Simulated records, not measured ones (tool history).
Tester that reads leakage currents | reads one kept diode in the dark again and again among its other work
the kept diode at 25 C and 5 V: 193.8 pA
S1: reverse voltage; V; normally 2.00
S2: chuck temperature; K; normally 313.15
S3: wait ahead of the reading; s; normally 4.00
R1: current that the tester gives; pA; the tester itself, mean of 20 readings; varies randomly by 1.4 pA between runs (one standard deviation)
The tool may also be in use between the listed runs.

run	hour	S1	S2	S3	R1
1	0.0	2.00	313.15	4.00	467.37
2	58.3	2.00	301.15	4.00	184.11
3	147.6	2.00	306.15	4.00	272.97
# hour 239.1: chuck's temperature calibrated
4	253.6	2.00	306.15	4.00	274.14
5	323.3	2.00	313.15	4.00	466.00
6	397.0	2.00	313.15	4.00	469.62
7	488.8	13.50	313.15	4.00	871.18
8	589.0	13.50	313.15	4.00	875.80
9	639.1	2.00	313.15	4.00	467.54
10	723.1	2.00	313.15	4.00	464.03
11	791.3	2.00	313.15	4.00	468.20
12	861.8	2.00	313.15	4.00	467.87
# hour 897.2: chuck's temperature calibrated
# hour 959.6: probe card cleaned and baked
13	971.6	2.00	313.15	4.00	468.94
14	1076.9	2.00	313.15	2.54	470.09
15	1143.0	2.00	313.15	2.54	466.00
16	1237.3	2.00	313.15	2.54	467.97
17	1318.9	2.00	305.15	2.54	252.23
18	1412.5	2.44	305.15	2.54	268.30
19	1506.6	2.44	305.15	2.54	269.14
# hour 1549.9: chuck's temperature calibrated
20	1573.8	2.44	305.15	2.54	269.95
21	1678.7	10.72	304.15	0.38	406.10

Estimate the outcome of run 22 from the log above:
22	1752.7	4.19	319.15	1.58	?

R1: 925.82 pA
Take away the tool's hidden state, keep the run-to-run variation as it was, and the same run would have given R1 926.21 pA.

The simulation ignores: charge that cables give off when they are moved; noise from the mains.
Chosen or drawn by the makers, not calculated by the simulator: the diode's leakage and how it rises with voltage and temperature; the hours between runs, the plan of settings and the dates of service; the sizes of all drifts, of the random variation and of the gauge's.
